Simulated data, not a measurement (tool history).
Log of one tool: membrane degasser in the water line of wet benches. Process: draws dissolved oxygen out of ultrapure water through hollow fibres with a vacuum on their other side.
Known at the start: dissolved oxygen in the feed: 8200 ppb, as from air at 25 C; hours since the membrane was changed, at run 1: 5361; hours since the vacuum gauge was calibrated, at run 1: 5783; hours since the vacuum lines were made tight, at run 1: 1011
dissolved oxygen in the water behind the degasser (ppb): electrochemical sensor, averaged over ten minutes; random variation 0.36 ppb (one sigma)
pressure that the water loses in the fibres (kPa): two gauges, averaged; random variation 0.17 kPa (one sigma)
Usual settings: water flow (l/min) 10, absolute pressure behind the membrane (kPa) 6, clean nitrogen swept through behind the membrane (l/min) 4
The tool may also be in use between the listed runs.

run    hour  water flow (l/min)  absolute pressure behind the membrane (kPa)  clean nitrogen swept through behind the membrane (l/min)  hours since the membrane was changed  hours since the vacuum gauge was calibrated  hours since the vacuum lines were made tight  dissolved oxygen in the water behind the degasser (ppb)  pressure that the water loses in the fibres (kPa)
  1       0                  10                                            6                                                         4                                  5361                                         5783                                          1011                                                       22                                              28.74
  2   132.2                  10                                        11.63                                                         4                                  5493                                         5915                                          1143                                                     57.7                                              28.85
  3   241.9                  10                                        11.63                                                         4                                  5603                                         6025                                          1253                                                     57.8                                              29.05
  4   332.7                  10                                            6                                                      5.34                                  5694                                         6116                                          1343                                                     17.7                                              28.55
  5   496.9                  10                                            6                                                         4                                  5858                                         6280                                          1508                                                     23.3                                              28.84
  6   579.4                  10                                            6                                                         4                                  5940                                         6363                                          1590                                                     22.8                                              28.69
  7   739.3                  10                                            6                                                         4                                  6100                                         6522                                          1750                                                     22.6                                              28.44
  8   815.4                  10                                            6                                                         4                                  6176                                         6599                                          1826                                                     22.5                                              28.94
  9   928.5                  10                                            6                                                         4                                  6289                                         6712                                          1939                                                     23.1                                              29.08
 10  1094.4                  10                                            6                                                         4                                  6455                                         6878                                          2105                                                     23.2                                                 29
 11  1252.6                  10                                            6                                                         4                                  6614                                         7036                                          2263                                                     22.8                                              28.89
 12  1361.3                  10                                            6                                                      3.19                                  6722                                         7144                                          2372                                                     28.2                                               28.8
 13  1451.1                  10                                            6                                                      3.19                                  6812                                         7234                                          2462                                                       28                                              29.03
 14  1594.2                  10                                            6                                                      3.19                                  6955                                         7377                                          2605                                                       28                                              29.22
 15  1721.2                  10                                            6                                                      3.19                                  7082                                         7504                                          2732                                                     28.3                                              29.16
     1807.1  -- vacuum gauge calibrated
 16    1827                  10                                            6                                                      3.19                                  7187                                           20                                          2837                                                     27.1                                              29.06
 17  1960.3                  11                                         8.85                                                      3.19                                  7321                                          153                                          2971                                                     54.1                                              32.28
 18  2079.2                  13                                        13.67                                                      8.72                                  7440                                          272                                          3089                                                     52.2                                               37.7
 19  2229.2                  13                                        13.67                                                      3.66                                  7590                                          422                                          3239                                                    104.3                                              37.84
 20  2348.1                  13                                        13.67                                                      3.66                                  7709                                          541                                          3358                                                    105.4                                              37.43
 21  2487.8                  15                                         7.47                                                         4                                  7848                                          681                                          3498                                                     61.7                                              43.66
 22  2613.5                   8                                         7.47                                                      1.86                                  7974                                          806                                          3624                                                     49.7                                              23.11
 23  2740.2                   8                                         7.47                                                      1.86                                  8101                                          933                                          3750                                                     47.4                                              23.11
 24  2854.8                  11                                         9.79                                                      2.93                                  8215                                         1048                                          3865                                                     68.5                                              32.12
 25  2969.3                  15                                         6.89                                                      2.33                                  8330                                         1162                                          3979                                                     79.8                                              44.12
 26  3040.9                   8                                         4.05                                                      4.44                                  8401                                         1234                                          4051                                                      6.4                                              23.42
 27  3157.4                   8                                         4.05                                                      4.44                                  8518                                         1350                                          4168                                                      6.2                                              23.47
 28  3258.5                   8                                         4.05                                                      4.44                                  8619                                         1451                                          4269                                                      6.4                                              23.31
 29  3339.3                  14                                         3.93                                                         4                                  8700                                         1532                                          4349                                                     25.4                                              40.91
 30    3413                  14                                         3.93                                                         4                                  8773                                         1606                                          4423                                                     24.6                                              40.79
 31  3491.1                   8                                        11.59                                                      2.95                                  8852                                         1684                                          4501                                                     61.5                                              23.45
 32  3624.3                  12                                          9.9                                                      2.33                                  8985                                         1817                                          4635                                                     96.1                                              35.06

Forecast each of these 4 alternatives for the next run:
  A  3718.7                  10                                         5.13                                                         4                                  9079                                         1912                                          4729                                                        ?                                                  ?
  B  3718.7                   6                                         9.71                                                      4.36                                  9079                                         1912                                          4729                                                        ?                                                  ?
  C  3718.7                  13                                         9.58                                                     11.08                                  9079                                         1912                                          4729                                                        ?                                                  ?
  D  3718.7                  12                                         6.33                                                      9.16                                  9079                                         1912                                          4729                                                        ?                                                  ?

run  dissolved oxygen in the water behind the degasser (ppb)  pressure that the water loses in the fibres (kPa)
  A                                                     17.3                                              29.43
  B                                                     24.4                                              17.59
  C                                                     33.8                                               38.3
  D                                                       21                                              35.32
Without the tool's hidden state the same runs would have given:
run  dissolved oxygen in the water behind the degasser (ppb)  pressure that the water loses in the fibres (kPa)
  A                                                     14.8                                              27.96
  B                                                     22.9                                              16.72
  C                                                     29.2                                              36.39
  D                                                     17.4                                              33.57

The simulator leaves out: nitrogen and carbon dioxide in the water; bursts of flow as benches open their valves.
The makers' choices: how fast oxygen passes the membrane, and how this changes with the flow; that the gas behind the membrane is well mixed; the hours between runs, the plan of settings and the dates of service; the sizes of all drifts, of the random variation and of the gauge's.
